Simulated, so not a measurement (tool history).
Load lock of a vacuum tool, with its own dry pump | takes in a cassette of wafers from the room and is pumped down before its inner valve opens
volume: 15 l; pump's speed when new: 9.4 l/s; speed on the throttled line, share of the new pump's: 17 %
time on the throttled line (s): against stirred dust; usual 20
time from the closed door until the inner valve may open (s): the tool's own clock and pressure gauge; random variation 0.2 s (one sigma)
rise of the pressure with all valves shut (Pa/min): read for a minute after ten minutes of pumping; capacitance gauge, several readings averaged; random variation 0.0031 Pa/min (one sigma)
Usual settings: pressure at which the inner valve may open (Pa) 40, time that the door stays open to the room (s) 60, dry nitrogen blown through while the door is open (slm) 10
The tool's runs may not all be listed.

run    hour  time on the throttled line (s)  pressure at which the inner valve may open (Pa)  time that the door stays open to the room (s)  dry nitrogen blown through while the door is open (slm)  incoming humidity of the room's air, %  time from the closed door until the inner valve may open (s)  rise of the pressure with all valves shut (Pa/min)
  1       0                              20                                               40                                             60                                                       10                                    43.4                                                          30.1                                               0.112
  2   126.1                              20                                               40                                             60                                                       10                                    43.6                                                          29.9                                               0.109
  3   356.2                              20                                               40                                             60                                                       10                                    45.3                                                          29.7                                               0.115
  4   516.2                              20                                               54                                             60                                                       10                                    47.1                                                          29.6                                               0.114
  5   731.3                              20                                               32                                             60                                                       10                                    45.1                                                          30.4                                               0.111
  6     848                              20                                               32                                             60                                                       10                                      46                                                          30.2                                               0.114
  7  1047.2                              20                                               44                                             60                                                       10                                    47.9                                                          30.2                                                0.12
  8  1243.6                              20                                               44                                             60                                                       10                                    41.8                                                          29.9                                               0.104
  9  1407.2                              20                                               44                                             60                                                       10                                    46.6                                                            30                                               0.116
 10  1624.3                              20                                               40                                             60                                                       10                                    45.9                                                            30                                               0.118
 11  1797.4                              20                                               40                                             60                                                       10                                    41.1                                                          30.3                                               0.102
 12  2058.9                              20                                               77                                             60                                                       10                                    49.1                                                          28.6                                               0.125
 13  2189.3                              20                                               40                                             45                                                       10                                      45                                                          30.1                                                 0.1
 14  2446.7                              12                                               40                                             60                                                       10                                    43.3                                                          23.8                                               0.112
 15  2679.9                              13                                               40                                             60                                                       10                                    48.9                                                          24.4                                               0.123
 16  2796.3                              16                                               40                                            179                                                       10                                    46.6                                                          26.9                                               0.209

The next listed run, before its measurement:
 17  3011.1                              16                                               40                                            179                                                       10                                      43                                                             ?                                                   ?

{"run 17": {"time from the closed door until the inner valve may open (s)": 27.6, "rise of the pressure with all valves shut (Pa/min)": 0.19}}
Without the tool's hidden state the same run would have given time from the closed door until the inner valve may open (s) 26.4, rise of the pressure with all valves shut (Pa/min) 0.171.
